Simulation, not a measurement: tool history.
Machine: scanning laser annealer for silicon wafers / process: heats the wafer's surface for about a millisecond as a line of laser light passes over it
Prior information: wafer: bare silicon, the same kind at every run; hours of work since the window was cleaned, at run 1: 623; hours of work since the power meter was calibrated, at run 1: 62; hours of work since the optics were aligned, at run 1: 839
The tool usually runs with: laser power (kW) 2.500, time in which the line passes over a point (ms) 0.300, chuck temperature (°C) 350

run	hour	laser power (kW)	time in which the line passes over a point (ms)	chuck temperature (°C)	hours of work since the window was cleaned	hours of work since the power meter was calibrated	hours of work since the optics were aligned	highest temperature of the surface (°C)
1	0.0	2.500	0.300	350	623	62	839	1144
2	8.9	2.500	0.300	350	627	66	843	1145
3	19.6	2.500	0.300	350	631	70	848	1142
4	31.6	2.500	0.300	350	637	76	853	1141
5	36.9	2.500	0.300	350	639	78	856	1141
6	47.3	2.500	0.300	350	643	83	860	1139
7	58.5	2.500	0.300	367	648	88	865	1154
8	65.2	2.507	0.300	367	651	91	868	1158
9	74.6	2.500	0.224	350	656	95	872	1017
10	83.1	2.500	0.224	350	659	99	876	1015
11	91.3	2.500	0.300	350	663	102	880	1137
12	101.8	2.500	0.300	350	668	107	884	1138
13	111.8	2.500	0.300	350	672	111	889	1137
14	121.9	2.500	0.300	350	676	116	893	1140
15	130.9	2.500	0.300	350	680	120	897	1138
16	139.8	2.500	0.300	350	684	124	901	1137
17	152.2	2.500	0.300	350	690	129	907	1137
18	162.7	2.500	0.300	350	695	134	911	1136
19	169.2	2.500	0.300	350	697	137	914	1134
20	174.7	2.500	0.300	350	700	139	917	1139
21	184.2	2.197	0.302	385	704	143	921	1043
22	196.6	2.189	0.227	350	709	149	926	908
23	201.8	2.554	0.240	337	712	151	929	1045
24	213.7	2.301	0.262	347	717	156	934	993
25	218.9	2.204	0.262	369	719	159	936	983
26	231.3	2.282	0.263	350	725	164	942	990
27	241.8	2.282	0.263	350	729	169	946	993
28	248.2	2.749	0.263	386	732	171	949	1209
29	258.2	2.691	0.344	312	737	176	954	1246
30	266.6	2.496	0.273	314	740	180	957	1053
31	275.9	2.500	0.300	374	744	184	961	1156
32	282.0	2.408	0.357	381	747	186	964	1200
33	293.9	2.377	0.317	354	752	192	969	1105
34	303.2	2.550	0.219	313	757	196	973	982
35	308.3	2.550	0.219	313	759	198	976	980
36	314.2	2.550	0.219	351	761	201	978	1018
37	326.1	2.261	0.300	385	767	206	984	1064
38	337.2	2.261	0.300	385	772	211	988	1065

Results for each run, recomputed without the tool's hidden state and with each run's random variation untouched:
The hidden state here: light that passes the window, % of a clean one's; laser's true power over the reading, %; width of the line over the set one, %; drift of the gauge itself on peak_c, C.
run	highest temperature of the surface (°C)
1	1200
2	1201
3	1199
4	1198
5	1198
6	1196
7	1212
8	1216
9	1067
10	1065
11	1196
12	1198
13	1197
14	1200
15	1199
16	1198
17	1199
18	1198
19	1196
20	1202
21	1095
22	953
23	1102
24	1046
25	1033
26	1043
27	1047
28	1277
29	1324
30	1115
31	1223
32	1270
33	1169
34	1039
35	1038
36	1076
37	1123
38	1125
